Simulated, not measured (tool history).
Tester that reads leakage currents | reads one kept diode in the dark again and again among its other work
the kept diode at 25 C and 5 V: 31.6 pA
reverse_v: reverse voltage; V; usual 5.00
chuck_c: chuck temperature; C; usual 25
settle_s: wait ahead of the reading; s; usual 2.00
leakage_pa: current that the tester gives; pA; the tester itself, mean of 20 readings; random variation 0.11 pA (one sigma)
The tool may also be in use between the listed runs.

run,day,reverse_v,chuck_c,settle_s,leakage_pa
1,0.000,5.00,25,2.00,34.60
2,2.158,5.00,25,2.00,34.98
3,6.121,5.00,25,2.00,34.87
4,8.775,5.00,25,0.33,38.38
5,11.338,1.73,25,0.33,20.88
6,15.692,1.73,25,0.33,20.99
7,17.838,1.73,25,0.33,20.91
8,21.117,1.73,25,0.33,21.04
9,25.525,1.73,25,0.33,20.99
10,29.429,1.73,25,0.33,21.08
11,33.683,5.00,59,2.64,301.37
12,35.896,5.00,33,0.63,61.92
13,39.517,2.15,33,0.32,40.19
14,43.671,1.37,32,0.53,29.07
15,45.779,1.12,26,2.98,17.01
16,50.629,1.47,37,5.13,41.19
17,55.692,1.47,37,5.13,41.45
18,59.371,1.47,37,5.13,41.28
19,63.504,5.00,25,0.73,37.41

4 ways to go on from here, each from the tool as it stands after run 19. What would each give?
A,67.258,1.70,41,0.35,?
B,67.258,5.00,36,0.84,?
C,67.258,5.14,25,2.00,?
D,67.258,1.07,24,0.36,?

run,leakage_pa
A,58.89
B,75.85
C,36.78
D,15.33
Without the tool's hidden state the same runs would have given:
run,leakage_pa
A,56.05
B,70.53
C,32.63
D,14.21
